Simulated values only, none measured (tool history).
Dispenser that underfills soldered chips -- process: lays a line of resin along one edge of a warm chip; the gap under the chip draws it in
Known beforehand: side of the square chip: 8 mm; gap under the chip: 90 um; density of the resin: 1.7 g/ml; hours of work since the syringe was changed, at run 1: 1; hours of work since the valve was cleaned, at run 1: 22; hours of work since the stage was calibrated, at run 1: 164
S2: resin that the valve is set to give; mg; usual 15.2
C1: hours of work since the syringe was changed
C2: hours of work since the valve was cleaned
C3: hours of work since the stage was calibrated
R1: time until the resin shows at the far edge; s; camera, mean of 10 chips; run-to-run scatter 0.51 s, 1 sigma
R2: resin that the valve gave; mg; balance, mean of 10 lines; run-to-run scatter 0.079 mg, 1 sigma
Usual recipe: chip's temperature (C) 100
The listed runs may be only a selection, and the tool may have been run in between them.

run 1 hour=0 | chip's_temperature_(C)=100 S2=15.2 | C1=1 C2=22 C3=164 | R1=47.7 R2=14.88
run 2 hour=7 | chip's_temperature_(C)=100 S2=15.2 | C1=6 C2=28 C3=170 | R1=72.6 R2=14.72
-- hour=9.6 new syringe of resin
run 3 hour=16 | chip's_temperature_(C)=100 S2=17.2 | C1=5 C2=34 C3=176 | R1=64 R2=16.63
-- hour=19.9 new syringe of resin
run 4 hour=26.3 | chip's_temperature_(C)=100 S2=17.2 | C1=5 C2=42 C3=184 | R1=62.1 R2=16.61
-- hour=30.3 new syringe of resin
run 5 hour=32.7 | chip's_temperature_(C)=100 S2=17.2 | C1=2 C2=47 C3=189 | R1=51.1 R2=16.44
-- hour=40.9 new syringe of resin
run 6 hour=43.2 | chip's_temperature_(C)=111 S2=15.2 | C1=2 C2=55 C3=197 | R1=31.7 R2=14.42
run 7 hour=47.8 | chip's_temperature_(C)=111 S2=15.2 | C1=5 C2=59 C3=200 | R1=42.9 R2=14.37
-- hour=51.7 new syringe of resin
-- hour=54.2 dispensing valve cleaned and set on the balance
run 8 hour=55.7 | chip's_temperature_(C)=111 S2=15.2 | C1=2 C2=1 C3=206 | R1=33.3 R2=15.11
run 9 hour=60.1 | chip's_temperature_(C)=99 S2=15.2 | C1=6 C2=5 C3=209 | R1=74.4 R2=15.1
-- hour=62.9 new syringe of resin
run 10 hour=69.5 | chip's_temperature_(C)=99 S2=15.2 | C1=5 C2=12 C3=216 | R1=69.7 R2=15.1
-- hour=73.7 new syringe of resin
run 11 hour=77.9 | chip's_temperature_(C)=100 S2=15.2 | C1=3 C2=18 C3=222 | R1=55.4 R2=14.91
-- hour=84.2 new syringe of resin
run 12 hour=88.4 | chip's_temperature_(C)=100 S2=15.2 | C1=3 C2=26 C3=230 | R1=57.2 R2=14.9
run 13 hour=93.7 | chip's_temperature_(C)=89 S2=15.2 | C1=7 C2=30 C3=235 | R1=129.8 R2=14.7
-- hour=94.5 new syringe of resin
run 14 hour=100 | chip's_temperature_(C)=89 S2=15.2 | C1=4 C2=35 C3=239 | R1=105 R2=14.68
-- hour=105 new syringe of resin
run 15 hour=107.9 | chip's_temperature_(C)=100 S2=15.2 | C1=2 C2=41 C3=245 | R1=54.7 R2=14.73
run 16 hour=112.3 | chip's_temperature_(C)=100 S2=15.2 | C1=6 C2=44 C3=249 | R1=71.3 R2=14.32
-- hour=115.4 new syringe of resin
run 17 hour=122.1 | chip's_temperature_(C)=100 S2=15.2 | C1=5 C2=52 C3=256 | R1=69.1 R2=14.58
-- hour=125.8 new syringe of resin
run 18 hour=131 | chip's_temperature_(C)=102 S2=14.1 | C1=4 C2=58 C3=263 | R1=60 R2=13.39
-- hour=136.2 new syringe of resin
-- hour=137.2 dispensing valve cleaned and set on the balance
run 19 hour=141.1 | chip's_temperature_(C)=103 S2=13.1 | C1=3 C2=3 C3=270 | R1=52.2 R2=13.27
run 20 hour=146.7 | chip's_temperature_(C)=98 S2=13.4 | C1=7 C2=7 C3=274 | R1=89.9 R2=13.31
-- hour=147.9 new syringe of resin
run 21 hour=153 | chip's_temperature_(C)=93 S2=18.2 | C1=4 C2=12 C3=279 | R1=83 R2=18.01
-- hour=158.7 new syringe of resin
run 22 hour=160 | chip's_temperature_(C)=102 S2=13.4 | C1=1 C2=17 C3=284 | R1=45.9 R2=13.29
run 23 hour=165.3 | chip's_temperature_(C)=100 S2=18.6 | C1=5 C2=21 C3=288 | R1=65.7 R2=18.22
-- hour=168.9 new syringe of resin
run 24 hour=174.2 | chip's_temperature_(C)=105 S2=13.4 | C1=4 C2=28 C3=295 | R1=51.8 R2=13.09
-- hour=179.3 new syringe of resin
run 25 hour=184.2 | chip's_temperature_(C)=90 S2=18.8 | C1=4 C2=36 C3=302 | R1=95.8 R2=18.3
run 26 hour=188.8 | chip's_temperature_(C)=90 S2=13.8 | C1=7 C2=39 C3=306 | R1=130.9 R2=13.39
-- hour=189.8 new syringe of resin
run 27 hour=199.2 | chip's_temperature_(C)=108 S2=18.4 | C1=7 C2=47 C3=314 | R1=56 R2=17.62
-- hour=200.4 new syringe of resin
run 28 hour=209.5 | chip's_temperature_(C)=108 S2=18.4 | C1=7 C2=55 C3=322 | R1=56.9 R2=17.46
-- hour=210.8 new syringe of resin
run 29 hour=217.3 | chip's_temperature_(C)=87 S2=18.7 | C1=5 C2=61 C3=327 | R1=120.6 R2=17.57
-- hour=220.1 dispensing valve cleaned and set on the balance
-- hour=222.4 new syringe of resin
run 30 hour=224.4 | chip's_temperature_(C)=87 S2=18.7 | C1=2 C2=3 C3=332 | R1=92.3 R2=18.64
run 31 hour=229 | chip's_temperature_(C)=106 S2=14.1 | C1=5 C2=7 C3=336 | R1=53.4 R2=14.07
-- hour=232.8 new syringe of resin
run 32 hour=234.2 | chip's_temperature_(C)=92 S2=18.6 | C1=1 C2=11 C3=339 | R1=71.7 R2=18.44
-- hour=243.2 new syringe of resin
run 33 hour=243.2 | chip's_temperature_(C)=112 S2=15.7 | C1=0 C2=17 C3=346 | R1=28.5 R2=15.44
run 34 hour=249.5 | chip's_temperature_(C)=109 S2=15.2 | C1=5 C2=22 C3=351 | R1=46 R2=14.9

Measured less the same run without the tool's hidden state. The same run-to-run variation is in both; the gauge's scatter may not be:
Hidden state present: resin's viscosity, % of fresh resin's; dose that the valve gives, % of what is set; true chip temperature over the reading, C; drift of the gauge itself on fill_s, %; drift of the gauge itself on given_mg, %.
run=1 R1=+6.7 R2=-0.29
run=2 R1=+31.5 R2=-0.36
run=3 R1=+23.2 R2=-0.52
run=4 R1=+21.8 R2=-0.65
run=5 R1=+10.8 R2=-0.73
run=6 R1=+6.1 R2=-0.75
run=7 R1=+16.5 R2=-0.81
run=8 R1=+7.7 R2=-0.02
run=9 R1=+30.5 R2=-0.07
run=10 R1=+26.7 R2=-0.19
run=11 R1=+15.7 R2=-0.28
run=12 R1=+16.2 R2=-0.4
run=13 R1=+62.6 R2=-0.47
run=14 R1=+36.9 R2=-0.53
run=15 R1=+13.7 R2=-0.62
run=16 R1=+30.1 R2=-0.67
run=17 R1=+27.7 R2=-0.78
run=18 R1=+21.7 R2=-0.79
run=19 R1=+15 R2=+0
run=20 R1=+44.5 R2=-0.06
run=21 R1=+28 R2=-0.16
run=22 R1=+7.3 R2=-0.19
run=23 R1=+25.6 R2=-0.33
run=24 R1=+18.2 R2=-0.33
run=25 R1=+32.5 R2=-0.62
run=26 R1=+66 R2=-0.5
run=27 R1=+27.3 R2=-0.82
run=28 R1=+27.7 R2=-0.97
run=29 R1=+49.4 R2=-1.11
run=30 R1=+19.5 R2=-0.08
run=31 R1=+21 R2=-0.11
run=32 R1=+13.7 R2=-0.22
run=33 R1=+3.1 R2=-0.29
run=34 R1=+17.7 R2=-0.36
